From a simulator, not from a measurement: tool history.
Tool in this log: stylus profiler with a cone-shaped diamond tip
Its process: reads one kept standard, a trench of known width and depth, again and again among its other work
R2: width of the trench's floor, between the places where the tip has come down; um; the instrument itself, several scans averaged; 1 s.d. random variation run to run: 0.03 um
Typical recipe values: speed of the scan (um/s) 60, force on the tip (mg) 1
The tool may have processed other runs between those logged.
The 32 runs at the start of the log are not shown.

Run 33, day 72.458: usual settings but speed of the scan (um/s) 92, force on the tip (mg) 0.74. Result: depth of the trench (nm) 504.85, R2 43.16 um.
Run 34, day 74.808: usual settings but speed of the scan (um/s) 104, force on the tip (mg) 1.06. Result: depth of the trench (nm) 505.64, R2 43.21 um.
Run 35, day 76.546: usual settings but speed of the scan (um/s) 85, force on the tip (mg) 2.11. Result: depth of the trench (nm) 507.25, R2 43.47 um.
Run 36, day 78.788: usual settings but speed of the scan (um/s) 110. Result: depth of the trench (nm) 505.76, R2 43.07 um.
Run 37, day 80.317: usual settings but speed of the scan (um/s) 99. Result: depth of the trench (nm) 505.73, R2 43.16 um.
Run 38, day 82.188: usual settings but speed of the scan (um/s) 99. Result: depth of the trench (nm) 505.67, R2 43.18 um.
Run 39, day 85.454: usual settings but speed of the scan (um/s) 16. Result: depth of the trench (nm) 506.04, R2 43.71 um.
At day 86.35: height scale calibrated on a step standard.
Run 40, day 86.821: usual settings but speed of the scan (um/s) 181, force on the tip (mg) 1.33. Result: depth of the trench (nm) 503.65, R2 42.72 um.
Run 41, day 88.429: usual settings but speed of the scan (um/s) 201, force on the tip (mg) 2.55. Result: depth of the trench (nm) 505.65, R2 42.9 um.
Run 42, day 91.329: usual settings but speed of the scan (um/s) 67, force on the tip (mg) 2.06. Result: depth of the trench (nm) 504.98, R2 43.46 um.
Run 43, day 94.221: usual settings but speed of the scan (um/s) 67, force on the tip (mg) 0.67. Result: depth of the trench (nm) 502.4, R2 43.16 um.
At day 95.992: new tip fitted, height scale calibrated.
Run 44, day 96.167: usual settings but speed of the scan (um/s) 15, force on the tip (mg) 0.72. Result: depth of the trench (nm) 502.48, R2 45.59 um.
Run 45, day 97.75: usual settings but speed of the scan (um/s) 110, force on the tip (mg) 1.54. Result: depth of the trench (nm) 504.11, R2 45.08 um.

Here are 4 independent what-if runs from the current tool condition. What would each one return?
Run A, day 99.712: usual settings but speed of the scan (um/s) 98, force on the tip (mg) 2.16. Result: depth of the trench (nm) ?, R2 ?.
Run B, day 99.712: usual settings but speed of the scan (um/s) 82. Result: depth of the trench (nm) ?, R2 ?.
Run C, day 99.712: usual settings but speed of the scan (um/s) 138, force on the tip (mg) 0.4. Result: depth of the trench (nm) ?, R2 ?.
Run D, day 99.712: usual settings but speed of the scan (um/s) 30, force on the tip (mg) 0.65. Result: depth of the trench (nm) ?, R2 ?.

run  depth of the trench (nm)     R2
  A                    505.22  45.16
  B                    503.14   45.1
  C                     501.8   44.2
  D                    502.39   45.4
What these runs would have given with no unlogged condition in the tool:
run  depth of the trench (nm)     R2
  A                    505.04  45.15
  B                    502.96  45.09
  C                    501.62  44.18
  D                    502.21  45.38
